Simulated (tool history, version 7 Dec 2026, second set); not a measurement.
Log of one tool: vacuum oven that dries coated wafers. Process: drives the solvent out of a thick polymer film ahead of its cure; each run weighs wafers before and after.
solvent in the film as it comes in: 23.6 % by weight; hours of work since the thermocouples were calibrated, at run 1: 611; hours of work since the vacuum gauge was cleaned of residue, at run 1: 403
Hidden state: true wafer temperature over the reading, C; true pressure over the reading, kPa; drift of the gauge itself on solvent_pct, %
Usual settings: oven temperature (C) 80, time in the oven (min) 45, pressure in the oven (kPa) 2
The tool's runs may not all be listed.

run   hour  oven temperature (C)  time in the oven (min)  pressure in the oven (kPa)  hours of work since the thermocouples were calibrated  hours of work since the vacuum gauge was cleaned of residue  solvent left in the film (%)
  1      0                    80                      45                           2                                                    611                                                          403                          3.48
  2   13.1                    80                      55                           2                                                    621                                                          412                          2.56
  3   19.6                    80                      55                           2                                                    625                                                          417                          2.54
  4   33.9                    80                      55                           2                                                    636                                                          427                          2.53
  5   46.7                    80                      55                         1.5                                                    645                                                          436                          2.39
  6   60.5                    80                      55                        1.62                                                    655                                                          446                          2.43
  7   68.6                    80                      55                        1.62                                                    661                                                          452                          2.44
  8   80.9                    80                      55                        1.62                                                    670                                                          461                          2.42
      84.2  -- oven's thermocouples calibrated
  9   93.7                    80                      55                        1.62                                                      7                                                          469                          2.56
 10  102.5                    80                      54                        3.56                                                     13                                                          475                          3.23
 11    115                    80                      54                        3.56                                                     22                                                          485                          3.27
     128.7  -- oven's thermocouples calibrated, once more
 12  129.2                    80                      32                        3.56                                                      0                                                          493                          5.59

The next listed run, before its measurement:
 13  141.5                    92                      25                           2                                                      9                                                          502                             ?

Run 13 gave solvent left in the film (%) 2.33.
Without the tool's hidden state the same run would have given solvent left in the film (%) 2.42.
